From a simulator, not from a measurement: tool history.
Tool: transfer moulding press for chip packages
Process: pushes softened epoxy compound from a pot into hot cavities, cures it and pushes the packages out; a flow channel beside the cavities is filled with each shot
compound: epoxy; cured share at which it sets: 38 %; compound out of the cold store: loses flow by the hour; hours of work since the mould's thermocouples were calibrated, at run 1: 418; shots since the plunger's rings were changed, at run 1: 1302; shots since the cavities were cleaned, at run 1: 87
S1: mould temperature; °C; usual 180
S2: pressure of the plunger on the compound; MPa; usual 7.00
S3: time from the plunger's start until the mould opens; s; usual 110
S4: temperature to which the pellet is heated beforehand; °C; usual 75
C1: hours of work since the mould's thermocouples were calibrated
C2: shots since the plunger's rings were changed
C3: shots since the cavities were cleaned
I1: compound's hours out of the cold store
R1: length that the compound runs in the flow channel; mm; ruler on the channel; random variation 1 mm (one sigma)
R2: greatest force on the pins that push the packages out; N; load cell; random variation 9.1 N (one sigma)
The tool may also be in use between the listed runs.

run,hour,S1,S2,S3,S4,C1,C2,C3,I1,R1,R2
1,0.0,180,7.00,110,75,418,1302,87,39.4,583,531
2,40.3,180,7.00,110,69,439,1623,408,11.6,635,641
# hour 68.4: cavities cleaned with cleaning compound and waxed
3,83.6,180,7.00,110,69,460,1957,122,21.8,613,719
# hour 98.1: mould's thermocouples calibrated
4,123.3,180,6.35,110,75,13,2257,422,12.4,599,717
# hour 149.2: cavities cleaned with cleaning compound and waxed
5,168.3,180,7.00,110,75,35,2604,152,47.8,560,555
# hour 200.0: cavities cleaned with cleaning compound and waxed, once more
6,200.4,180,7.00,110,75,51,2848,3,18.2,613,504
# hour 236.5: plunger's sealing rings changed
7,238.0,180,7.00,110,75,69,12,283,22.5,625,596
# hour 280.9: cavities cleaned with cleaning compound and waxed
8,282.4,180,6.11,110,75,91,354,12,36.6,558,484
9,335.3,180,5.68,110,79,118,776,434,38.6,531,611
# hour 361.0: cavities cleaned with cleaning compound and waxed
10,368.9,184,5.84,110,82,135,1032,63,25.2,550,478
11,423.1,184,6.91,110,82,163,1464,495,11.9,624,594
# hour 441.9: cavities cleaned with cleaning compound and waxed
12,459.8,180,6.72,110,83,181,1744,142,17.8,611,556
13,499.3,177,7.00,110,76,201,2059,457,32.2,599,680
# hour 523.2: cavities cleaned with cleaning compound and waxed
14,532.2,180,5.56,110,75,217,2310,72,29.8,531,500
15,559.6,186,7.00,110,72,231,2528,290,42.8,558,528
# hour 603.7: cavities cleaned with cleaning compound and waxed
16,607.5,180,7.00,125,75,255,2898,31,34.2,583,461

4 ways to go on from here, each from the tool as it stands after run 16. What would each give?
# hour 635.2: plunger's sealing rings changed
A,659.8,180,6.88,110,80,280,196,427,19.2,?,?
# hour 635.2: plunger's sealing rings changed
B,659.8,183,6.23,146,75,280,196,427,42.7,?,?
# hour 635.2: plunger's sealing rings changed
C,659.8,180,5.79,125,75,280,196,427,16.5,?,?
# hour 635.2: plunger's sealing rings changed
D,659.8,186,8.60,114,75,280,196,427,15.6,?,?

run,R1,R2
A,627,628
B,547,545
C,579,566
D,694,565
Without the tool's hidden state the same runs would have given:
run,R1,R2
A,628,489
B,547,429
C,580,444
D,695,443
